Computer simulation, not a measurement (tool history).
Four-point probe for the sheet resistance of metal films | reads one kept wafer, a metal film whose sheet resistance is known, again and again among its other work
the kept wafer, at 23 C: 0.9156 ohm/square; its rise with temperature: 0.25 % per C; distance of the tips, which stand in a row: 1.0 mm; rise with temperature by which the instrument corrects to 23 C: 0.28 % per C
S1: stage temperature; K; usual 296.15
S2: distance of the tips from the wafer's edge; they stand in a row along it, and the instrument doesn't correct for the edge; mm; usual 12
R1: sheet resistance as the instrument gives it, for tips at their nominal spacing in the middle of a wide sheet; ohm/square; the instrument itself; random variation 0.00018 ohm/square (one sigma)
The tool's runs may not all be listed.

run	hour	S1	S2	R1
1	0	296.15	12	0.925741
2	35.6	296.15	12	0.925719
# hour 49.4: new probe head fitted
3	55.7	296.15	12	0.917281
4	93.5	296.15	24	0.914927
5	116.2	296.15	24	0.914829
6	151.2	296.15	24	0.914846
7	178.5	296.15	24	0.915075
8	211.7	296.15	12	0.917781
9	247.1	296.15	28	0.915221
10	275.3	296.15	28	0.915362
11	296.9	304.15	12	0.916093
12	329.3	304.15	12	0.916427
13	347.7	296.15	4	0.94507
14	370.5	296.15	12	0.918729
15	399.6	296.15	12	0.918889
16	429.3	296.15	12	0.918723
17	448.6	296.15	12	0.91882
18	472.3	296.15	33	0.916009
19	503.7	296.15	12	0.918953
20	523.8	296.15	12	0.91927
21	553.8	296.15	12	0.919288
22	584.4	296.15	12	0.919827
23	616.9	304.15	5	0.933515
24	651.9	292.15	47	0.917916
25	686.2	292.15	47	0.917933
26	721.4	295.15	12	0.920246
27	752.4	296.15	8	0.924723
28	778	296.15	8	0.924944
29	794.9	304.15	19	0.916559
30	818.6	304.15	19	0.91656
31	852.1	304.15	19	0.916685
32	880.8	304.15	19	0.917038

Forecast run 33:
33	898.2	292.15	4	?

Run 33 gave R1 0.948499 ohm/square.
Without the tool's hidden state the same run would have given R1 0.946377 ohm/square.
